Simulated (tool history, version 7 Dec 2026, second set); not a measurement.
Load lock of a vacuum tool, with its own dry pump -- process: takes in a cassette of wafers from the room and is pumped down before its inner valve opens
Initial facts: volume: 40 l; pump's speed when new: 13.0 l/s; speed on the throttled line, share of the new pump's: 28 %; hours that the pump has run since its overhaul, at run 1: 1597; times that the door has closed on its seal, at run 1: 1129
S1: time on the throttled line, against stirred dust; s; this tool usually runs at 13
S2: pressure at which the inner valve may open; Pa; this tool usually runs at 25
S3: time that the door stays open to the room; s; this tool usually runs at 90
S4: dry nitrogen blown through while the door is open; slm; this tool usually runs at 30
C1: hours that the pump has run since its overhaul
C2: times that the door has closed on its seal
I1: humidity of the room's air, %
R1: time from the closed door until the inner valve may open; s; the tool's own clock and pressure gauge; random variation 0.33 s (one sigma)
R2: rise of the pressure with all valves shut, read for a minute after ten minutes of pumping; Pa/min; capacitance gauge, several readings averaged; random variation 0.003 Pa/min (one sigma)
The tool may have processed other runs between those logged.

{"run": 1, "hour": 0.0, "S1": 13, "S2": 25, "S3": 90, "S4": 30, "C1": 1597, "C2": 1129, "I1": 45.1, "R1": 35.7, "R2": 0.025}
{"run": 2, "hour": 465.5, "S1": 13, "S2": 25, "S3": 90, "S4": 30, "C1": 2062, "C2": 1902, "I1": 44.1, "R1": 36.5, "R2": 0.031}
{"run": 3, "hour": 950.3, "S1": 13, "S2": 25, "S3": 90, "S4": 30, "C1": 2547, "C2": 2707, "I1": 45.5, "R1": 36.9, "R2": 0.033}
{"run": 4, "hour": 1350.7, "S1": 13, "S2": 25, "S3": 90, "S4": 30, "C1": 2947, "C2": 3372, "I1": 42.7, "R1": 36.7, "R2": 0.034}
{"run": 5, "hour": 1672.5, "S1": 13, "S2": 43, "S3": 90, "S4": 30, "C1": 3269, "C2": 3907, "I1": 41.6, "R1": 34.3, "R2": 0.031}
{"run": 6, "hour": 1904.5, "S1": 13, "S2": 25, "S3": 90, "S4": 16, "C1": 3501, "C2": 4292, "I1": 46.9, "R1": 37.4, "R2": 0.043}
{"run": 7, "hour": 2268.2, "S1": 13, "S2": 25, "S3": 43, "S4": 30, "C1": 3865, "C2": 4896, "I1": 45.5, "R1": 37.2, "R2": 0.026}
{"run": 8, "hour": 2671.5, "S1": 13, "S2": 25, "S3": 43, "S4": 30, "C1": 4268, "C2": 5566, "I1": 41.1, "R1": 37.6, "R2": 0.023}
{"run": 9, "hour": 2947.8, "S1": 25, "S2": 25, "S3": 90, "S4": 30, "C1": 4544, "C2": 6025, "I1": 45.3, "R1": 45.8, "R2": 0.037}
{"run": 10, "hour": 3191.4, "S1": 13, "S2": 31, "S3": 90, "S4": 30, "C1": 4788, "C2": 6430, "I1": 44.9, "R1": 37.3, "R2": 0.035}
{"run": 11, "hour": 3517.8, "S1": 13, "S2": 25, "S3": 90, "S4": 10, "C1": 5114, "C2": 6972, "I1": 42.8, "R1": 37.6, "R2": 0.054}
{"run": 12, "hour": 3776.1, "S1": 13, "S2": 25, "S3": 90, "S4": 10, "C1": 5373, "C2": 7401, "I1": 43.2, "R1": 38.2, "R2": 0.057}
{"run": 13, "hour": 4190.3, "S1": 13, "S2": 25, "S3": 90, "S4": 10, "C1": 5787, "C2": 8089, "I1": 44.1, "R1": 38.1, "R2": 0.062}
{"run": 14, "hour": 4423.2, "S1": 11, "S2": 25, "S3": 90, "S4": 10, "C1": 6020, "C2": 8476, "I1": 41.3, "R1": 36.9, "R2": 0.054}
{"run": 15, "hour": 4854.3, "S1": 11, "S2": 25, "S3": 90, "S4": 10, "C1": 6451, "C2": 9192, "I1": 45.7, "R1": 37, "R2": 0.057}
{"run": 16, "hour": 5298.5, "S1": 11, "S2": 25, "S3": 90, "S4": 10, "C1": 6895, "C2": 9930, "I1": 40.3, "R1": 38.3, "R2": 0.058}
{"run": 17, "hour": 5546.1, "S1": 11, "S2": 25, "S3": 90, "S4": 10, "C1": 7143, "C2": 10341, "I1": 44.2, "R1": 38.6, "R2": 0.059}
{"run": 18, "hour": 5815.8, "S1": 11, "S2": 25, "S3": 90, "S4": 10, "C1": 7412, "C2": 10789, "I1": 42.7, "R1": 37.8, "R2": 0.053}
{"run": 19, "hour": 6183.3, "S1": 13, "S2": 30, "S3": 90, "S4": 9, "C1": 7780, "C2": 11399, "I1": 46.5, "R1": 39.2, "R2": 0.067}
{"run": 20, "hour": 6522.0, "S1": 13, "S2": 30, "S3": 90, "S4": 9, "C1": 8119, "C2": 11962, "I1": 45.8, "R1": 39.6, "R2": 0.062}
{"run": 21, "hour": 6774.3, "S1": 16, "S2": 30, "S3": 90, "S4": 9, "C1": 8371, "C2": 12381, "I1": 49, "R1": 41.5, "R2": 0.064}
{"run": 22, "hour": 7171.8, "S1": 7, "S2": 25, "S3": 90, "S4": 30, "C1": 8768, "C2": 13041, "I1": 43.3, "R1": 36.9, "R2": 0.038}
{"run": 23, "hour": 7429.7, "S1": 7, "S2": 29, "S3": 90, "S4": 45, "C1": 9026, "C2": 13469, "I1": 41.5, "R1": 36.5, "R2": 0.034}
{"run": 24, "hour": 7774.8, "S1": 7, "S2": 22, "S3": 39, "S4": 44, "C1": 9371, "C2": 14042, "I1": 44.5, "R1": 37.1, "R2": 0.035}
{"run": 25, "hour": 8084.6, "S1": 14, "S2": 22, "S3": 90, "S4": 44, "C1": 9681, "C2": 14557, "I1": 46.2, "R1": 42, "R2": 0.038}
{"run": 26, "hour": 8292.8, "S1": 6, "S2": 25, "S3": 235, "S4": 30, "C1": 9889, "C2": 14903, "I1": 48, "R1": 37.1, "R2": 0.058}
{"run": 27, "hour": 8761.1, "S1": 6, "S2": 25, "S3": 235, "S4": 30, "C1": 10358, "C2": 15681, "I1": 44, "R1": 37.6, "R2": 0.06}
{"run": 28, "hour": 9150.2, "S1": 13, "S2": 25, "S3": 90, "S4": 6, "C1": 10747, "C2": 16327, "I1": 46.3, "R1": 43, "R2": 0.076}
{"run": 29, "hour": 9385.2, "S1": 13, "S2": 34, "S3": 28, "S4": 30, "C1": 10982, "C2": 16717, "I1": 42, "R1": 40.5, "R2": 0.038}
{"hour": 9635.9, "done": "dry pump taken out, an overhauled one fitted"}
{"run": 30, "hour": 9681.0, "S1": 13, "S2": 33, "S3": 80, "S4": 13, "C1": 45, "C2": 17199, "I1": 45.7, "R1": 34.3, "R2": 0.061}
{"run": 31, "hour": 10002.2, "S1": 13, "S2": 33, "S3": 80, "S4": 13, "C1": 366, "C2": 17732, "I1": 45.9, "R1": 34.6, "R2": 0.065}
{"run": 32, "hour": 10309.1, "S1": 13, "S2": 33, "S3": 80, "S4": 13, "C1": 673, "C2": 18242, "I1": 45.6, "R1": 34.2, "R2": 0.061}
{"run": 33, "hour": 10763.8, "S1": 13, "S2": 33, "S3": 80, "S4": 13, "C1": 1128, "C2": 18997, "I1": 44.4, "R1": 35.3, "R2": 0.062}
{"run": 34, "hour": 10997.4, "S1": 16, "S2": 49, "S3": 59, "S4": 23, "C1": 1361, "C2": 19385, "I1": 45.3, "R1": 35.9, "R2": 0.051}
{"run": 35, "hour": 11465.4, "S1": 16, "S2": 49, "S3": 64, "S4": 23, "C1": 1829, "C2": 20162, "I1": 43.9, "R1": 36.4, "R2": 0.052}
{"run": 36, "hour": 11745.5, "S1": 16, "S2": 49, "S3": 64, "S4": 23, "C1": 2110, "C2": 20628, "I1": 45.3, "R1": 36.1, "R2": 0.052}

Branching from run 36: 5 alternative next runs. What would each branch give?
{"run": "A", "hour": 12029.4, "S1": 12, "S2": 49, "S3": 64, "S4": 8, "C1": 2393, "C2": 21099, "I1": 44.8, "R1": "?", "R2": "?"}
{"run": "B", "hour": 12029.4, "S1": 24, "S2": 31, "S3": 71, "S4": 30, "C1": 2393, "C2": 21099, "I1": 44.3, "R1": "?", "R2": "?"}
{"run": "C", "hour": 12029.4, "S1": 8, "S2": 49, "S3": 128, "S4": 15, "C1": 2393, "C2": 21099, "I1": 46.6, "R1": "?", "R2": "?"}
{"run": "D", "hour": 12029.4, "S1": 16, "S2": 49, "S3": 64, "S4": 7, "C1": 2393, "C2": 21099, "I1": 41.4, "R1": "?", "R2": "?"}
{"run": "E", "hour": 12029.4, "S1": 13, "S2": 18, "S3": 90, "S4": 30, "C1": 2393, "C2": 21099, "I1": 45.3, "R1": "?", "R2": "?"}

run=A R1=32.9 R2=0.064
run=B R1=43.3 R2=0.049
run=C R1=30.2 R2=0.078
run=D R1=36.2 R2=0.064
run=E R1=37.5 R2=0.047
Without the tool's unlogged condition, the same runs would have read:
run=A R1=31.7 R2=0.044
run=B R1=42.2 R2=0.03
run=C R1=28.9 R2=0.058
run=D R1=35.1 R2=0.045
run=E R1=36.1 R2=0.027

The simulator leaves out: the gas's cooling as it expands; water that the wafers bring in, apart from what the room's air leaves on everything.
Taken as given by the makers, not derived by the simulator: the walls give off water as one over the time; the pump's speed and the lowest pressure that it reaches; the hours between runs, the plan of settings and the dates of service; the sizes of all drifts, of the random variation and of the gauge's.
